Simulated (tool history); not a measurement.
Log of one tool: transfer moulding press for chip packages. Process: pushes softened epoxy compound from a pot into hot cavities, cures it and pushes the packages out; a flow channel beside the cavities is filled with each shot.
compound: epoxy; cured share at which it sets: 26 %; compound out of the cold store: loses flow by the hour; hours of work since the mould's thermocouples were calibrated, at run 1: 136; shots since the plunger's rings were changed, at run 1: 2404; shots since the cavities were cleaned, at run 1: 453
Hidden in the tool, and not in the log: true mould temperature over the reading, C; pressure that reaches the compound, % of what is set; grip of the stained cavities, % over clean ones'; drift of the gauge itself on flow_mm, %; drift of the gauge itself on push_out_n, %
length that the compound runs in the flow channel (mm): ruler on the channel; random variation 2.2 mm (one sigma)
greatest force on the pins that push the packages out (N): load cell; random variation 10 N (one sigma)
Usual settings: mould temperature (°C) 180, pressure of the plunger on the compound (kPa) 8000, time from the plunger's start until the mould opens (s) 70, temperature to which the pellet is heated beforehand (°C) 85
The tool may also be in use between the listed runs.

| run | hour | mould temperature (°C) | pressure of the plunger on the compound (kPa) | time from the plunger's start until the mould opens (s) | temperature to which the pellet is heated beforehand (°C) | hours of work since the mould's thermocouples were calibrated | shots since the plunger's rings were changed | shots since the cavities were cleaned | incoming compound's hours out of the cold store | length that the compound runs in the flow channel (mm) | greatest force on the pins that push the packages out (N) |
|---|---|---|---|---|---|---|---|---|---|---|---|
| 1 | 0.0 | 180 | 8000 | 70 | 85 | 136 | 2404 | 453 | 26.0 | 605 | 839 |
|  | 28.0 | plunger's sealing rings changed |
| 2 | 28.8 | 180 | 8000 | 70 | 85 | 156 | 13 | 933 | 10.7 | 647 | 1034 |
|  | 42.1 | cavities cleaned with cleaning compound and waxed |
| 3 | 50.3 | 180 | 8000 | 70 | 85 | 171 | 379 | 149 | 36.4 | 602 | 648 |
| 4 | 66.4 | 180 | 8000 | 70 | 85 | 183 | 674 | 444 | 10.8 | 643 | 869 |
| 5 | 92.4 | 180 | 8000 | 70 | 93 | 203 | 1148 | 918 | 16.4 | 630 | 1034 |
|  | 105.9 | cavities cleaned with cleaning compound and waxed |
| 6 | 108.4 | 180 | 8000 | 70 | 93 | 214 | 1415 | 46 | 41.8 | 584 | 541 |
| 7 | 124.0 | 180 | 8000 | 70 | 93 | 226 | 1699 | 330 | 15.6 | 622 | 783 |
| 8 | 144.6 | 180 | 8000 | 70 | 93 | 242 | 2077 | 708 | 24.3 | 608 | 928 |
|  | 169.4 | cavities cleaned with cleaning compound and waxed |
| 9 | 170.3 | 180 | 8000 | 70 | 85 | 261 | 2518 | 16 | 12.7 | 628 | 533 |
| 10 | 187.1 | 180 | 8000 | 70 | 93 | 273 | 2825 | 323 | 24.9 | 599 | 763 |
|  | 192.6 | plunger's sealing rings changed |
| 11 | 211.5 | 180 | 8000 | 70 | 93 | 290 | 346 | 725 | 18.9 | 630 | 957 |
| 12 | 228.6 | 180 | 6780 | 63 | 93 | 303 | 657 | 1036 | 41.9 | 542 | 1289 |
|  | 236.2 | cavities cleaned with cleaning compound and waxed |
| 13 | 243.8 | 180 | 6780 | 63 | 93 | 314 | 907 | 138 | 20.1 | 574 | 843 |
| 14 | 266.3 | 180 | 6780 | 60 | 75 | 331 | 1320 | 551 | 37.9 | 544 | 1461 |
| 15 | 293.2 | 180 | 6780 | 60 | 75 | 352 | 1812 | 1043 | 45.2 | 533 | 1616 |
|  | 300.7 | cavities cleaned with cleaning compound and waxed |
| 16 | 314.3 | 175 | 6790 | 80 | 76 | 367 | 2170 | 249 | 10.1 | 593 | 824 |
| 17 | 336.9 | 175 | 6790 | 103 | 76 | 384 | 2583 | 662 | 29.5 | 558 | 633 |
|  | 355.0 | plunger's sealing rings changed |
| 18 | 359.2 | 175 | 9440 | 55 | 92 | 399 | 76 | 1023 | 8.4 | 715 | 2625 |
|  | 366.8 | cavities cleaned with cleaning compound and waxed |
| 19 | 386.0 | 175 | 9440 | 55 | 92 | 418 | 539 | 351 | 8.4 | 717 | 2059 |
| 20 | 403.6 | 180 | 8000 | 65 | 92 | 432 | 861 | 673 | 11.1 | 640 | 1206 |
| 21 | 416.0 | 180 | 8000 | 65 | 92 | 441 | 1088 | 900 | 28.4 | 612 | 1183 |

Hidden state at the last listed run before each entry between runs and at the first one after, where it differs:
Between runs 1 and 2: plunger's sealing rings changed (hour 28.0)
  true mould temperature over the reading, C: -0.24 -> -0.26; pressure that reaches the compound, % of what is set: 94.36 -> 99.74; grip of the stained cavities, % over clean ones': 75.6 -> 114.3
  measured less the result without the state, length that the compound runs in the flow channel (mm): -18 -> -1; greatest force on the pins that push the packages out (N): +367 -> +562
Between runs 2 and 3: cavities cleaned with cleaning compound and waxed (hour 42.1)
  true mould temperature over the reading, C: -0.26 -> -0.27; pressure that reaches the compound, % of what is set: 99.74 -> 98.83; grip of the stained cavities, % over clean ones': 114.3 -> 37.1
  measured less the result without the state, length that the compound runs in the flow channel (mm): -1 -> -3; greatest force on the pins that push the packages out (N): +562 -> +182
Between runs 5 and 6: cavities cleaned with cleaning compound and waxed (hour 105.9)
  true mould temperature over the reading, C: -0.3 -> -0.31; pressure that reaches the compound, % of what is set: 96.99 -> 96.32; grip of the stained cavities, % over clean ones': 115.8 -> 15
  measured less the result without the state, length that the compound runs in the flow channel (mm): -10 -> -10; greatest force on the pins that push the packages out (N): +565 -> +80
Between runs 8 and 9: cavities cleaned with cleaning compound and waxed (hour 169.4)
  true mould temperature over the reading, C: -0.34 -> -0.36; pressure that reaches the compound, % of what is set: 94.76 -> 93.76; grip of the stained cavities, % over clean ones': 102.6 -> 6.2
  measured less the result without the state, length that the compound runs in the flow channel (mm): -16 -> -20; greatest force on the pins that push the packages out (N): +478 -> +43
Between runs 10 and 11: plunger's sealing rings changed (hour 192.6)
  true mould temperature over the reading, C: -0.37 -> -0.38; pressure that reaches the compound, % of what is set: 92.93 -> 98.79; grip of the stained cavities, % over clean ones': 62.5 -> 104.2
  measured less the result without the state, length that the compound runs in the flow channel (mm): -22 -> -3; greatest force on the pins that push the packages out (N): +307 -> +498
Between runs 12 and 13: cavities cleaned with cleaning compound and waxed (hour 236.2)
  true mould temperature over the reading, C: -0.39 -> -0.4; pressure that reaches the compound, % of what is set: 98.09 -> 97.53; grip of the stained cavities, % over clean ones': 118.9 -> 35.4
  measured less the result without the state, length that the compound runs in the flow channel (mm): -5 -> -7; greatest force on the pins that push the packages out (N): +716 -> +241
Between runs 15 and 16: cavities cleaned with cleaning compound and waxed (hour 300.7)
  true mould temperature over the reading, C: -0.44 -> -0.45; pressure that reaches the compound, % of what is set: 95.33 -> 94.5; grip of the stained cavities, % over clean ones': 119.3 -> 54
  measured less the result without the state, length that the compound runs in the flow channel (mm): -12 -> -16; greatest force on the pins that push the packages out (N): +902 -> +307
Between runs 17 and 18: plunger's sealing rings changed (hour 355.0)
  true mould temperature over the reading, C: -0.47 -> -0.48; pressure that reaches the compound, % of what is set: 93.46 -> 99.77; grip of the stained cavities, % over clean ones': 101.1 -> 120.5
  measured less the result without the state, length that the compound runs in the flow channel (mm): -18 -> +0; greatest force on the pins that push the packages out (N): +325 -> +1454
Between runs 18 and 19: cavities cleaned with cleaning compound and waxed (hour 366.8)
  true mould temperature over the reading, C: -0.48 -> -0.5; pressure that reaches the compound, % of what is set: 99.77 -> 98.75; grip of the stained cavities, % over clean ones': 120.5 -> 68.9
  measured less the result without the state, length that the compound runs in the flow channel (mm): +0 -> -3; greatest force on the pins that push the packages out (N): +1454 -> +861
